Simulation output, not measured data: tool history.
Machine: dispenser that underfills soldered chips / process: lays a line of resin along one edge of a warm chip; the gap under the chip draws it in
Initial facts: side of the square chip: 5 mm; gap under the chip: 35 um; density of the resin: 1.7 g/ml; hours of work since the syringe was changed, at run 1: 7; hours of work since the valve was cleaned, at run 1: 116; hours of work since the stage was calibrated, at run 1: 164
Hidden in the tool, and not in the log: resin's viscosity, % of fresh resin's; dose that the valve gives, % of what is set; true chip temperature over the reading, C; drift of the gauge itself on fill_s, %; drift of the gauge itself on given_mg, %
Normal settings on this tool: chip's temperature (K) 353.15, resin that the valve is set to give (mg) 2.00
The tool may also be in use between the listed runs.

| run | hour | chip's temperature (K) | resin that the valve is set to give (mg) | hours of work since the syringe was changed | hours of work since the valve was cleaned | hours of work since the stage was calibrated | time until the resin shows at the far edge (s) | resin that the valve gave (mg) |
|---|---|---|---|---|---|---|---|---|
| 1 | 0.0 | 353.15 | 2.00 | 7 | 116 | 164 | 57.6 | 1.80 |
|  | 1.6 | new syringe of resin |
| 2 | 9.6 | 353.15 | 2.00 | 5 | 122 | 170 | 52.8 | 1.82 |
|  | 13.1 | new syringe of resin |
|  | 16.5 | dispensing valve cleaned and set on the balance |
| 3 | 22.4 | 353.15 | 2.00 | 5 | 4 | 177 | 50.5 | 2.03 |
|  | 25.8 | new syringe of resin |
| 4 | 30.3 | 353.15 | 2.00 | 3 | 8 | 182 | 42.2 | 2.05 |
|  | 37.3 | new syringe of resin |
| 5 | 44.1 | 349.15 | 2.00 | 4 | 17 | 190 | 56.5 | 1.94 |
|  | 48.6 | new syringe of resin |
| 6 | 56.5 | 349.15 | 2.00 | 5 | 24 | 198 | 59.7 | 1.97 |
|  | 60.3 | new syringe of resin |
| 7 | 67.3 | 361.15 | 2.00 | 4 | 31 | 204 | 35.0 | 1.98 |
|  | 71.7 | new syringe of resin |
| 8 | 78.0 | 361.15 | 2.00 | 4 | 37 | 211 | 34.1 | 1.92 |
|  | 83.3 | new syringe of resin |
| 9 | 87.9 | 345.15 | 2.00 | 3 | 43 | 217 | 61.9 | 1.91 |
| 10 | 93.4 | 345.15 | 2.00 | 6 | 47 | 220 | 79.4 | 1.95 |
|  | 94.4 | new syringe of resin |
| 11 | 100.8 | 345.15 | 2.00 | 4 | 51 | 225 | 67.3 | 1.95 |
|  | 105.6 | new syringe of resin |
| 12 | 113.9 | 356.15 | 2.11 | 5 | 59 | 233 | 44.5 | 1.93 |
|  | 117.5 | new syringe of resin |
| 13 | 122.5 | 350.15 | 2.18 | 3 | 64 | 238 | 48.7 | 2.02 |
|  | 129.1 | new syringe of resin |
| 14 | 135.4 | 345.15 | 2.31 | 4 | 72 | 246 | 64.2 | 2.20 |
|  | 141.1 | new syringe of resin |
| 15 | 147.9 | 345.15 | 2.31 | 4 | 80 | 253 | 66.1 | 2.15 |
|  | 152.8 | new syringe of resin |
| 16 | 161.9 | 345.15 | 2.31 | 6 | 88 | 262 | 72.7 | 2.22 |
|  | 165.0 | new syringe of resin |
| 17 | 171.2 | 358.15 | 2.00 | 4 | 94 | 267 | 38.9 | 1.89 |
|  | 176.2 | new syringe of resin |
| 18 | 185.3 | 358.15 | 2.00 | 6 | 102 | 276 | 43.4 | 1.80 |
|  | 188.2 | new syringe of resin |
| 19 | 191.3 | 355.15 | 2.30 | 2 | 106 | 280 | 38.0 | 2.15 |
|  | 199.8 | new syringe of resin |
| 20 | 204.2 | 355.15 | 2.30 | 3 | 114 | 287 | 38.6 | 2.08 |

Forecast run 21:
|  | 211.2 | new syringe of resin |
| 21 | 217.2 | 340.15 | 1.82 | 4 | 122 | 295 | ? | ? |

{"run 21": {"time until the resin shows at the far edge (s)": 89.1, "resin that the valve gave (mg)": 1.64}}
With no hidden state in the tool, this same run would have given time until the resin shows at the far edge (s) 61.7, resin that the valve gave (mg) 1.83.
